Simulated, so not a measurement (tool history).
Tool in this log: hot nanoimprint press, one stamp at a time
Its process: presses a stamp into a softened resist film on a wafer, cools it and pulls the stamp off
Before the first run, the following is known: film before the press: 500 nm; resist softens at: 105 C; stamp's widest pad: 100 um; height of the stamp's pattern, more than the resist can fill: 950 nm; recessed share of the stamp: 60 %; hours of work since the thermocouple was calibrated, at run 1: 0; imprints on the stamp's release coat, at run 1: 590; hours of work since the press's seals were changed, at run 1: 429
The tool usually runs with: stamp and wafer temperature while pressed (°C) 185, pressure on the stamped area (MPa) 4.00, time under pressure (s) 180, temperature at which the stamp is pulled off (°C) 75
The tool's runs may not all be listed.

run	hour	stamp and wafer temperature while pressed (°C)	pressure on the stamped area (MPa)	time under pressure (s)	temperature at which the stamp is pulled off (°C)	hours of work since the thermocouple was calibrated	imprints on the stamp's release coat	hours of work since the press's seals were changed	resist left under the stamp's widest pad (Å)	greatest force while the stamp is pulled off (N)
1	0.0	185	4.00	180	75	0	590	429	1777	235
# hour 18.7: stamp cleaned and given a new release coat
2	49.0	185	4.00	180	75	28	77	457	1774	225
3	94.5	185	4.00	180	75	57	192	486	1781	225
4	132.1	185	4.00	180	75	81	288	510	1776	235
5	155.6	185	4.00	180	75	97	348	525	1778	230
6	198.4	185	4.00	180	71	124	457	553	1782	247
7	221.8	185	4.00	180	71	139	516	568	1771	248
8	252.3	190	4.00	180	75	159	594	588	1538	232
# hour 269.8: stamp cleaned and given a new release coat
9	287.9	190	4.00	180	75	178	46	607	1542	231
10	314.1	190	4.00	180	75	195	113	624	1539	234
11	344.0	190	4.00	180	75	214	189	643	1543	235
12	387.3	190	4.00	180	75	242	299	671	1538	230
13	418.7	185	4.00	180	75	263	379	691	1776	235
14	454.9	185	4.00	180	75	286	471	715	1770	235
15	495.5	185	4.00	180	75	312	574	741	1775	233
# hour 520.2: stamp cleaned and given a new release coat
16	525.4	185	3.51	180	75	328	13	756	1892	235
# hour 555.4: press's hydraulic seals changed and the load cell set to zero
17	564.6	193	4.00	180	75	348	92	6	1420	227
18	609.6	177	3.65	109	75	377	207	35	2795	233
# hour 633.2: plate thermocouple calibrated
19	659.6	189	3.27	188	72	17	326	65	1708	239
20	688.4	185	4.00	107	69	36	400	84	2189	242
21	725.0	194	4.00	133	77	59	493	108	1570	226
22	771.3	179	4.21	180	71	89	611	137	2070	245

What does the tool deliver on the next run?
# hour 781.2: stamp cleaned and given a new release coat
23	806.3	179	4.21	180	71	108	64	156	?	?

{"run 23": {"resist left under the stamp's widest pad (Å)": 2072, "greatest force while the stamp is pulled off (N)": 246}}
Without the tool's hidden state the same run would have given resist left under the stamp's widest pad (Å) 2072, greatest force while the stamp is pulled off (N) 246.
